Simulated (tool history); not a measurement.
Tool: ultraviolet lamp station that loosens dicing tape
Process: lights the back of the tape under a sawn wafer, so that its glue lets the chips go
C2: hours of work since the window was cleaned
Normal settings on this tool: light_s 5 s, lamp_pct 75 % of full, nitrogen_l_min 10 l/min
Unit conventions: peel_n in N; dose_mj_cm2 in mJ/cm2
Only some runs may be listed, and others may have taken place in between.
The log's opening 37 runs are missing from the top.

run 38 hour=252.1 | light_s=3 lamp_pct=62 nitrogen_l_min=19 | hours_of_work_of_the_lamp=418 C2=275 | peel_n=1.182 dose_mj_cm2=159
run 39 hour=256.3 | light_s=3 lamp_pct=62 nitrogen_l_min=19 | hours_of_work_of_the_lamp=421 C2=278 | peel_n=1.2 dose_mj_cm2=159
run 40 hour=260.4 | light_s=2 lamp_pct=67 nitrogen_l_min=4 | hours_of_work_of_the_lamp=424 C2=281 | peel_n=2.232 dose_mj_cm2=117
run 41 hour=270.5 | light_s=5 lamp_pct=69 nitrogen_l_min=10 | hours_of_work_of_the_lamp=431 C2=289 | peel_n=0.546 dose_mj_cm2=291
run 42 hour=275.3 | light_s=5 lamp_pct=80 nitrogen_l_min=5 | hours_of_work_of_the_lamp=434 C2=292 | peel_n=0.636 dose_mj_cm2=336
run 43 hour=282.9 | light_s=5 lamp_pct=80 nitrogen_l_min=5 | hours_of_work_of_the_lamp=440 C2=298 | peel_n=0.613 dose_mj_cm2=335
run 44 hour=287.5 | light_s=8 lamp_pct=94 nitrogen_l_min=16 | hours_of_work_of_the_lamp=443 C2=301 | peel_n=0.121 dose_mj_cm2=629
run 45 hour=294 | light_s=8 lamp_pct=94 nitrogen_l_min=16 | hours_of_work_of_the_lamp=448 C2=306 | peel_n=0.119 dose_mj_cm2=622

Forecast each of these 3 alternatives for the next run:
run A hour=301.3 | light_s=3 lamp_pct=72 nitrogen_l_min=7 | hours_of_work_of_the_lamp=453 C2=311 | peel_n=? dose_mj_cm2=?
run B hour=301.3 | light_s=2 lamp_pct=71 nitrogen_l_min=3 | hours_of_work_of_the_lamp=453 C2=311 | peel_n=? dose_mj_cm2=?
run C hour=301.3 | light_s=8 lamp_pct=94 nitrogen_l_min=4 | hours_of_work_of_the_lamp=453 C2=311 | peel_n=? dose_mj_cm2=?

run=A peel_n=1.317 dose_mj_cm2=182
run=B peel_n=2.323 dose_mj_cm2=117
run=C peel_n=0.21 dose_mj_cm2=628
With the hidden condition removed and each run's random variation left untouched, the same runs would have given:
run=A peel_n=0.946 dose_mj_cm2=235
run=B peel_n=1.944 dose_mj_cm2=152
run=C peel_n=0.138 dose_mj_cm2=813
